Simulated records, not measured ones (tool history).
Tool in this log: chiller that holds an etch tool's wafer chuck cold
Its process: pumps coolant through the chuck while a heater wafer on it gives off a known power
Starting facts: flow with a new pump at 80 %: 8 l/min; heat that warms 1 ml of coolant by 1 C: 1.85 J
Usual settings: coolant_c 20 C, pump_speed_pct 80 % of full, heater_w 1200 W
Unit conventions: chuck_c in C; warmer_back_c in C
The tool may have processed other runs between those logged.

run      day  coolant_c  pump_speed_pct  heater_w  chuck_c  warmer_back_c
  1    0.000         20              80      1200     34.2           5.21
  2    6.450         20              80      1710     40.7           7.40
  3   12.092         20              80      1200     34.4           5.22
  4   16.000         20              80      1200     34.5           5.21
  5   22.258         20              80      1200     34.3           5.23
      25.312  -- chiller's thermometer calibrated
  6   26.312         20              80      1200     35.1           5.22
  7   30.817         20              80      1200     34.9           5.20
  8   35.675         20              94      1200     33.5           4.35
  9   41.042         20              94      1200     33.7           4.35
 10   44.892         20              80      1200     35.4           5.30
 11   49.788         20              80      1200     35.1           5.24
 12   54.342         20              80      1200     35.3           5.32
 13   57.467         20              83      1200     35.0           5.01
 14   60.667         20              94      1200     33.8           4.42
 15   64.104         12              80      1200     27.5           5.21
 16   66.850         12              80      1204     27.4           5.29
 17   71.604         12              80      1204     27.6           5.28
      72.192  -- coolant pump overhauled
 18   74.850         12              80      1204     28.1           5.68
 19   77.571         25              68      1749     51.5           9.89
 20   80.500         17              73       747     27.6           3.93
 21   83.908         22              73       695     31.8           3.61
 22   86.771         28              65      1432     50.5           8.58
 23   91.671         15              70      1281     34.2           7.05
 24   96.871         13              70      1281     32.2           7.10
 25  102.000         14              80      1002     27.6           4.74
 26  105.633         15              75       993     29.0           5.11
     106.262  -- coolant pump overhauled, once more
 27  110.342         17              92      1478     33.6           5.08
 28  114.054         11              85      1200     25.0           4.55
 29  117.946         11              85      1200     25.3           4.59
 30  123.133         14              81      1387     31.0           5.59
 31  127.708         18              90       972     29.0           3.49

5 options for the next run, each taken on its own from the tool as it stands now. Forecast them:
  A  132.808         11              74      1243        ?              ?
  B  132.808         18              94       972        ?              ?
  C  132.808         28              80      1200        ?              ?
  D  132.808         18              73       857        ?              ?
  E  132.808         14              90      1775        ?              ?

run  chuck_c  warmer_back_c
  A     27.3           5.57
  B     28.8           3.36
  C     42.9           4.95
  D     29.3           3.90
  E     34.5           6.39
The same runs, with their run-to-run variation unchanged, on a tool lacking any hidden condition would have given:
run  chuck_c  warmer_back_c
  A     25.7           5.53
  B     27.8           3.33
  C     41.5           4.91
  D     28.3           3.87
  E     32.4           6.34

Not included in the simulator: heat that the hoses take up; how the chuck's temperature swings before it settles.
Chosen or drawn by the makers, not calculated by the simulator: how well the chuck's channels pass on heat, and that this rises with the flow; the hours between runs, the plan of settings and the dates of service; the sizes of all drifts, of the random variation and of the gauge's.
